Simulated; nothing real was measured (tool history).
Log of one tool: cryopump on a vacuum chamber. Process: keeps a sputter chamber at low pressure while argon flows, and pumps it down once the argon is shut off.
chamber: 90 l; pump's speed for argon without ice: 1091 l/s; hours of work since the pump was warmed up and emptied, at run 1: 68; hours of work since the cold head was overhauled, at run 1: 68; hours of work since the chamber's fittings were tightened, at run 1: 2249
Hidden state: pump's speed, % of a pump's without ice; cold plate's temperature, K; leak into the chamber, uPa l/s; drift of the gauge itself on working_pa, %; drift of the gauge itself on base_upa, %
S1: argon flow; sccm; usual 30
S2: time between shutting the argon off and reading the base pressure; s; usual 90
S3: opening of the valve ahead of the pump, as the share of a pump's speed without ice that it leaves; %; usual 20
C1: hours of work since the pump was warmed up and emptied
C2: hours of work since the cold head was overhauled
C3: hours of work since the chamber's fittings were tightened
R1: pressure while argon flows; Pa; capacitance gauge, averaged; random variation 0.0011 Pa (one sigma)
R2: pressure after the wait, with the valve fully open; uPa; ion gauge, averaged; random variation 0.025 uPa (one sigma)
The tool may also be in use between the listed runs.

run	hour	S1	S2	S3	C1	C2	C3	R1	R2
1	0.0	30	90	20	68	68	2249	0.2354	3.06
2	26.0	30	90	20	90	90	2271	0.2341	3.05
3	43.0	30	90	20	104	104	2285	0.2337	3.13
4	65.0	30	90	20	122	122	2303	0.2342	3.17
5	84.4	30	90	20	138	138	2319	0.2344	3.26
6	97.4	30	90	20	149	149	2330	0.2341	3.20
7	114.7	17	90	20	163	163	2344	0.1325	3.11
8	129.8	13	90	20	175	175	2357	0.1021	3.25
9	148.5	13	90	20	191	191	2372	0.1031	3.30
10	172.1	57	183	19	211	211	2392	0.4724	2.97
11	196.2	30	134	20	230	230	2412	0.2362	3.16
12	214.4	41	277	31	245	245	2427	0.2122	2.89
13	240.7	15	261	26	267	267	2449	0.0917	3.05
14	252.6	15	261	26	277	277	2458	0.0920	2.96
15	267.6	23	108	20	290	290	2471	0.1814	3.35
16	293.0	50	65	17	311	311	2492	0.4662	3.69

Forecast each of these 3 alternatives for the next run:
A	316.0	27	65	28	330	330	2511	?	?
B	316.0	30	198	15	330	330	2511	?	?
C	316.0	50	83	17	330	330	2511	?	?

run	R1	R2
A	0.1540	3.79
B	0.3163	3.12
C	0.4670	3.58
Without the tool's hidden state the same runs would have given:
run	R1	R2
A	0.1485	1.25
B	0.3102	0.60
C	0.4567	1.01
